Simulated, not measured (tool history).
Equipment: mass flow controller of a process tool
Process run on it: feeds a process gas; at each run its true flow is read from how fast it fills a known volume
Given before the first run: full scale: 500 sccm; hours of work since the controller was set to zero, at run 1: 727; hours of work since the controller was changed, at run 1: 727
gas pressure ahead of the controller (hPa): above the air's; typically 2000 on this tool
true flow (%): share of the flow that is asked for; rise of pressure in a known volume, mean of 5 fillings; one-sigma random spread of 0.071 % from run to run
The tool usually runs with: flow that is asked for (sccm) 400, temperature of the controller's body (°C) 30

| run | hour | flow that is asked for (sccm) | gas pressure ahead of the controller (hPa) | temperature of the controller's body (°C) | hours of work since the controller was set to zero | hours of work since the controller was changed | true flow (%) |
|---|---|---|---|---|---|---|---|
| 1 | 0.0 | 400 | 2000 | 30 | 727 | 727 | 100.24 |
| 2 | 40.1 | 400 | 2780 | 30 | 752 | 752 | 99.79 |
| 3 | 86.6 | 400 | 2780 | 30 | 781 | 781 | 99.94 |
| 4 | 147.0 | 400 | 2000 | 30 | 818 | 818 | 99.90 |
| 5 | 225.6 | 70 | 2000 | 30 | 867 | 867 | 99.69 |
| 6 | 266.7 | 400 | 2000 | 30 | 892 | 892 | 99.85 |
| 7 | 354.5 | 400 | 2000 | 30 | 947 | 947 | 99.67 |
| 8 | 437.5 | 403 | 1460 | 40 | 998 | 998 | 100.28 |
| 9 | 503.6 | 398 | 1460 | 40 | 1039 | 1039 | 100.30 |
| 10 | 563.2 | 398 | 1970 | 40 | 1076 | 1076 | 99.98 |
| 11 | 615.7 | 398 | 1970 | 40 | 1108 | 1108 | 99.94 |
| 12 | 656.9 | 309 | 2170 | 40 | 1134 | 1134 | 99.86 |
| 13 | 701.8 | 85 | 1540 | 31 | 1161 | 1161 | 99.18 |

Branching from run 13: 4 alternative next runs. What would each branch give?
| A | 756.8 | 400 | 2000 | 29 | 1195 | 1195 | ? |
| B | 756.8 | 400 | 2000 | 34 | 1195 | 1195 | ? |
| C | 756.8 | 400 | 1810 | 29 | 1195 | 1195 | ? |
| D | 756.8 | 400 | 2770 | 30 | 1195 | 1195 | ? |

| run | true flow (%) |
|---|---|
| A | 99.22 |
| B | 99.41 |
| C | 99.25 |
| D | 98.82 |
Stripped of hidden state, with their random variation kept, the same runs would have yielded:
| run | true flow (%) |
|---|---|
| A | 100.34 |
| B | 100.53 |
| C | 100.37 |
| D | 99.93 |
